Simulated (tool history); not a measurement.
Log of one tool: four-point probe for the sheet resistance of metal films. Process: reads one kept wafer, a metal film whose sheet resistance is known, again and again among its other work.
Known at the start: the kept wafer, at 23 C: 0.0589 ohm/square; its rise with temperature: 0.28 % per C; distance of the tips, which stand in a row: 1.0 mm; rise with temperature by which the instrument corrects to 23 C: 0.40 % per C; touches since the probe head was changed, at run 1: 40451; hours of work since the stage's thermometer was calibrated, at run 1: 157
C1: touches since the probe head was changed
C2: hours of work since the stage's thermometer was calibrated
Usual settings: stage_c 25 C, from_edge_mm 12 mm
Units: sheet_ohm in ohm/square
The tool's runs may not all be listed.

run 1 hour=0.0 | stage_c=25 from_edge_mm=12 | C1=40451 C2=157 | sheet_ohm=0.059236
run 2 hour=94.5 | stage_c=25 from_edge_mm=12 | C1=45000 C2=210 | sheet_ohm=0.059273
run 3 hour=203.5 | stage_c=25 from_edge_mm=12 | C1=50240 C2=272 | sheet_ohm=0.059297
run 4 hour=346.3 | stage_c=23 from_edge_mm=12 | C1=57112 C2=353 | sheet_ohm=0.059464
run 5 hour=446.7 | stage_c=25 from_edge_mm=12 | C1=61945 C2=410 | sheet_ohm=0.059365
run 6 hour=560.4 | stage_c=25 from_edge_mm=12 | C1=67417 C2=475 | sheet_ohm=0.059371
run 7 hour=632.1 | stage_c=25 from_edge_mm=12 | C1=70865 C2=516 | sheet_ohm=0.059396
run 8 hour=742.6 | stage_c=27 from_edge_mm=12 | C1=76180 C2=578 | sheet_ohm=0.059279
run 9 hour=849.1 | stage_c=27 from_edge_mm=12 | C1=81305 C2=639 | sheet_ohm=0.059307
run 10 hour=965.1 | stage_c=28 from_edge_mm=12 | C1=86887 C2=705 | sheet_ohm=0.059260
run 11 hour=1090.1 | stage_c=28 from_edge_mm=12 | C1=92902 C2=776 | sheet_ohm=0.059307
run 12 hour=1165.6 | stage_c=28 from_edge_mm=12 | C1=96534 C2=819 | sheet_ohm=0.059313
run 13 hour=1277.7 | stage_c=28 from_edge_mm=12 | C1=101927 C2=882 | sheet_ohm=0.059335
run 14 hour=1377.9 | stage_c=28 from_edge_mm=12 | C1=106748 C2=939 | sheet_ohm=0.059355
run 15 hour=1453.9 | stage_c=28 from_edge_mm=12 | C1=110406 C2=983 | sheet_ohm=0.059390
run 16 hour=1554.4 | stage_c=28 from_edge_mm=12 | C1=115239 C2=1040 | sheet_ohm=0.059414
-- hour=1563.2 stage's thermometer calibrated
run 17 hour=1651.9 | stage_c=28 from_edge_mm=12 | C1=119908 C2=50 | sheet_ohm=0.059439
run 18 hour=1752.5 | stage_c=28 from_edge_mm=12 | C1=124746 C2=108 | sheet_ohm=0.059436
run 19 hour=1841.9 | stage_c=25 from_edge_mm=12 | C1=129050 C2=158 | sheet_ohm=0.059686
run 20 hour=1915.1 | stage_c=25 from_edge_mm=26 | C1=132570 C2=200 | sheet_ohm=0.059505
run 21 hour=1984.4 | stage_c=25 from_edge_mm=26 | C1=135906 C2=239 | sheet_ohm=0.059525
run 22 hour=2086.4 | stage_c=25 from_edge_mm=26 | C1=140810 C2=297 | sheet_ohm=0.059567
run 23 hour=2228.8 | stage_c=22 from_edge_mm=12 | C1=147665 C2=378 | sheet_ohm=0.059995
-- hour=2313.8 new probe head fitted
run 24 hour=2313.8 | stage_c=19 from_edge_mm=42 | C1=0 C2=426 | sheet_ohm=0.059082
run 25 hour=2437.8 | stage_c=31 from_edge_mm=12 | C1=5965 C2=496 | sheet_ohm=0.058462
-- hour=2444.9 stage's thermometer calibrated, once more
run 26 hour=2565.6 | stage_c=22 from_edge_mm=6 | C1=12090 C2=69 | sheet_ohm=0.059844
run 27 hour=2694.1 | stage_c=24 from_edge_mm=13 | C1=18272 C2=142 | sheet_ohm=0.059085
run 28 hour=2754.5 | stage_c=35 from_edge_mm=8 | C1=21177 C2=176 | sheet_ohm=0.058634
run 29 hour=2867.4 | stage_c=21 from_edge_mm=29 | C1=26611 C2=240 | sheet_ohm=0.059154
run 30 hour=2934.7 | stage_c=20 from_edge_mm=23 | C1=29851 C2=278 | sheet_ohm=0.059293
run 31 hour=3029.2 | stage_c=19 from_edge_mm=64 | C1=34394 C2=332 | sheet_ohm=0.059300
run 32 hour=3152.5 | stage_c=19 from_edge_mm=40 | C1=40329 C2=402 | sheet_ohm=0.059380
run 33 hour=3262.9 | stage_c=19 from_edge_mm=22 | C1=45639 C2=465 | sheet_ohm=0.059409
run 34 hour=3401.9 | stage_c=19 from_edge_mm=22 | C1=52329 C2=544 | sheet_ohm=0.059477
run 35 hour=3509.1 | stage_c=20 from_edge_mm=11 | C1=57487 C2=604 | sheet_ohm=0.059619
run 36 hour=3569.5 | stage_c=34 from_edge_mm=30 | C1=60390 C2=639 | sheet_ohm=0.058450
run 37 hour=3676.9 | stage_c=34 from_edge_mm=30 | C1=65558 C2=700 | sheet_ohm=0.058463
run 38 hour=3776.3 | stage_c=34 from_edge_mm=30 | C1=70343 C2=756 | sheet_ohm=0.058472
run 39 hour=3876.7 | stage_c=23 from_edge_mm=5 | C1=75174 C2=813 | sheet_ohm=0.060487
run 40 hour=4024.4 | stage_c=23 from_edge_mm=5 | C1=82279 C2=897 | sheet_ohm=0.060487
run 41 hour=4095.7 | stage_c=23 from_edge_mm=5 | C1=85708 C2=938 | sheet_ohm=0.060529
run 42 hour=4155.2 | stage_c=23 from_edge_mm=5 | C1=88571 C2=971 | sheet_ohm=0.060530

Forecast run 43:
run 43 hour=4216.9 | stage_c=23 from_edge_mm=5 | C1=91541 C2=1007 | sheet_ohm=?

Run 43 gave sheet_ohm 0.060539 ohm/square.
Without the tool's hidden state the same run would have given sheet_ohm 0.060138 ohm/square.
